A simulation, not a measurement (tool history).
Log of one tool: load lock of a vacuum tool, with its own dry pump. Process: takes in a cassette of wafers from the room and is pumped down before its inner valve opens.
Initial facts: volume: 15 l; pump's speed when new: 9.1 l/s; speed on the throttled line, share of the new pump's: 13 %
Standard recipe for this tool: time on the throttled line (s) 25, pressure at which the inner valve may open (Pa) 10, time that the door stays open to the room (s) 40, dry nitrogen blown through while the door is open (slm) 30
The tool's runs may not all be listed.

run,day,time on the throttled line (s),pressure at which the inner valve may open (Pa),time that the door stays open to the room (s),dry nitrogen blown through while the door is open (slm),"incoming humidity of the room's air, %",time from the closed door until the inner valve may open (s),rise of the pressure with all valves shut (Pa/min)
1,0.000,25,10,40,30,46.0,38.1,0.030
2,22.500,25,10,40,30,46.0,38.5,0.027
3,37.567,25,10,40,30,42.8,38.2,0.025
4,63.892,48,10,40,30,44.7,58.1,0.029
5,82.262,48,10,40,14,46.6,58.2,0.048
6,98.283,25,10,32,30,45.3,38.6,0.035
7,118.958,25,10,40,30,44.5,38.9,0.040
8,131.483,25,10,40,30,42.5,38.8,0.035
9,146.383,23,10,40,30,44.3,37.5,0.038
10,161.358,23,10,40,30,41.1,37.3,0.045
11,174.438,25,11,40,30,44.8,39.0,0.040
12,189.438,25,11,40,30,45.2,39.1,0.044
13,201.754,25,11,40,30,44.5,38.8,0.047
14,214.717,25,11,40,30,43.1,39.2,0.051
15,225.667,25,11,40,30,46.9,39.1,0.047
# day 233.650: dry pump taken out, an overhauled one fitted
16,241.308,25,11,40,30,43.2,36.3,0.052
17,262.604,25,10,185,5,44.3,36.8,0.150
18,275.342,30,16,89,4,42.8,40.2,0.128
19,287.358,30,16,89,4,42.2,40.3,0.126
20,299.162,30,16,89,4,45.5,40.6,0.133
21,311.654,45,16,89,24,44.7,53.2,0.079
22,328.492,45,16,89,24,46.1,53.6,0.089
23,339.375,13,8,33,13,45.0,27.1,0.082
24,365.312,25,11,40,30,43.4,37.0,0.073
25,381.338,25,19,40,30,46.9,36.0,0.077
26,401.196,24,8,40,30,44.4,36.8,0.088
27,424.438,46,19,40,30,38.8,54.3,0.089
28,447.900,25,9,27,12,47.0,37.7,0.111
29,465.112,21,10,36,16,45.1,34.4,0.110

Branching from run 29: 4 alternative next runs. What would each branch give?
A,490.162,18,9,36,11,45.6,?,?
B,490.162,21,10,151,16,47.2,?,?
C,490.162,13,7,36,35,45.4,?,?
D,490.162,20,10,40,30,42.9,?,?

run,time from the closed door until the inner valve may open (s),rise of the pressure with all valves shut (Pa/min)
A,31.9,0.134
B,34.2,0.146
C,28.0,0.106
D,33.3,0.106
What these runs would have given with no unlogged condition in the tool:
run,time from the closed door until the inner valve may open (s),rise of the pressure with all valves shut (Pa/min)
A,31.0,0.049
B,33.4,0.062
C,27.0,0.020
D,32.5,0.024

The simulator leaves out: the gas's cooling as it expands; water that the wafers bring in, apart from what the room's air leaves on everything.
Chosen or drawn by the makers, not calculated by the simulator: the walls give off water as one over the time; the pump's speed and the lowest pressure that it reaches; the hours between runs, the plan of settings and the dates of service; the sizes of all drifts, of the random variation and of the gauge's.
